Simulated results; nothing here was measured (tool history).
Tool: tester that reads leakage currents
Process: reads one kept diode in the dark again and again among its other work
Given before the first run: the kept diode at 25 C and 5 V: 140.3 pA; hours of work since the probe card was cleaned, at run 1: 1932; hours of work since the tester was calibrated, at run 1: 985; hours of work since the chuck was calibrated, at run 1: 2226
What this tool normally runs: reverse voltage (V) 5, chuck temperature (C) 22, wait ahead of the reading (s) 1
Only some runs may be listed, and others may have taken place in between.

run	day	reverse voltage (V)	chuck temperature (C)	wait ahead of the reading (s)	hours of work since the probe card was cleaned	hours of work since the tester was calibrated	hours of work since the chuck was calibrated	current that the tester gives (pA)
1	0	5	22	1	1932	985	2226	137.19
2	1.625	5	22	1	1962	1015	2256	138.2
# day 2.458: chuck's temperature calibrated
3	2.658	5	22	1	1979	1032	4	118.03
4	4.2	5	22	1	2007	1061	32	118.68
5	5.883	5	22	1	2038	1092	63	118.96
6	6.992	5	22	1	2059	1112	83	119.02
7	8.654	5	22	1	2089	1142	114	119.67
8	9.367	1.93	22	1	2102	1156	127	78.9
9	10.062	5	22	6.53	2115	1168	140	119.1
10	11.433	5	22	6.53	2140	1193	165	118.93
11	12.754	5	22	1	2164	1218	189	120.62
12	13.867	5	22	1	2185	1238	210	120.78
13	15.133	5	22	1	2208	1261	233	120.13
14	16.025	5	31	1	2225	1278	249	228.27
15	17.275	5	31	1	2248	1301	272	228.5
16	18.417	5	31	1	2269	1322	293	230.93
17	19.892	5	31	1	2296	1349	320	230.26
18	21.525	5	50	1	2326	1379	350	812.03
19	22.312	5	50	1	2340	1393	365	811.57
20	23.362	5	32	3.69	2359	1413	384	247.83
21	24.096	4.39	34	2.3	2373	1426	397	268.92
22	25.408	4.39	34	2.3	2397	1450	421	268.61
23	26.9	3.51	22	1	2424	1478	449	104.79
# day 27.388: probe card cleaned and baked
24	28.688	8.33	47	0.42	24	1508	479	828.42
25	30.062	5	59	0.39	49	1533	505	1411.19
26	30.788	2.84	51	0.96	62	1547	518	680.75
27	31.875	3.82	22	1.93	82	1567	538	106.33
28	32.833	1.72	36	0.52	100	1584	556	207.96
29	33.812	8.5	22	1	118	1602	574	150.43
30	34.817	5.1	22	1	136	1621	592	120.74
31	35.896	5.1	22	1	156	1640	612	120.67
32	36.658	5.1	22	1	170	1654	626	121.91
33	37.508	2.03	39	0.43	186	1670	641	274.63
34	39.183	2.03	28	9.85	217	1701	672	127.75
35	40.354	3.59	22	1.97	238	1722	694	104.86

Branching from run 35: 3 alternative next runs. What would each branch give?
A	41.2	3.59	59	1.97	254	1738	709	?
B	41.2	17.28	22	1.01	254	1738	709	?
C	41.2	2.16	22	0.31	254	1738	709	?

run	current that the tester gives (pA)
A	1241.13
B	205.85
C	86.54
With no hidden state in the tool, these same runs would have given:
run	current that the tester gives (pA)
A	1177.56
B	191.5
C	81
